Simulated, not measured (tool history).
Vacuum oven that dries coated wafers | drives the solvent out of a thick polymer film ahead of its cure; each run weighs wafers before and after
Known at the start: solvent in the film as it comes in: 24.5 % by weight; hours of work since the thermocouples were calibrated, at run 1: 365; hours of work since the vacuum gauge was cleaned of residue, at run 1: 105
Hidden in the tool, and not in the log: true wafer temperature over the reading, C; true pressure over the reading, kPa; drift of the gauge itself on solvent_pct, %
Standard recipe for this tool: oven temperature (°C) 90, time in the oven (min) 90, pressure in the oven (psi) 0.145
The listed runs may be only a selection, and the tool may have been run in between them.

run   hour  oven temperature (°C)  time in the oven (min)  pressure in the oven (psi)  hours of work since the thermocouples were calibrated  hours of work since the vacuum gauge was cleaned of residue  solvent left in the film (%)
  1      0                     90                      90                       0.145                                                    365                                                          105                          6.05
  2   17.6                     90                      90                       0.145                                                    376                                                          116                          6.13
  3   39.2                     90                      90                       0.145                                                    390                                                          130                          6.02
  4   55.4                     90                      90                       0.145                                                    400                                                          140                          6.13
  5   77.4                     90                      90                       0.145                                                    413                                                          154                           6.1
  6   93.5                     90                      90                       0.145                                                    423                                                          164                          6.04
  7  108.1                     90                      90                       0.145                                                    432                                                          173                          6.15
     111.5  -- vacuum gauge cleaned of residue and calibrated
  8  123.5                     91                      90                        0.22                                                    441                                                            7                          5.81
  9  143.8                    100                      56                       0.277                                                    454                                                           20                          4.86
 10  158.9                     80                      69                        0.18                                                    463                                                           29                         12.86

Below are 4 alternative next runs, each starting from the tool's condition after run 10. Predict each:
  A  179.1                     80                      69                       0.102                                                    475                                                           42                             ?
  B  179.1                     80                     140                        0.18                                                    475                                                           42                             ?
  C  179.1                    104                      65                       0.145                                                    475                                                           42                             ?
  D  179.1                    100                      90                       0.145                                                    475                                                           42                             ?

run  solvent left in the film (%)
  A                         12.84
  B                          8.24
  C                          2.38
  D                          2.11
Without the tool's hidden state the same runs would have given:
run  solvent left in the film (%)
  A                          12.7
  B                          8.07
  C                          2.28
  D                          2.01

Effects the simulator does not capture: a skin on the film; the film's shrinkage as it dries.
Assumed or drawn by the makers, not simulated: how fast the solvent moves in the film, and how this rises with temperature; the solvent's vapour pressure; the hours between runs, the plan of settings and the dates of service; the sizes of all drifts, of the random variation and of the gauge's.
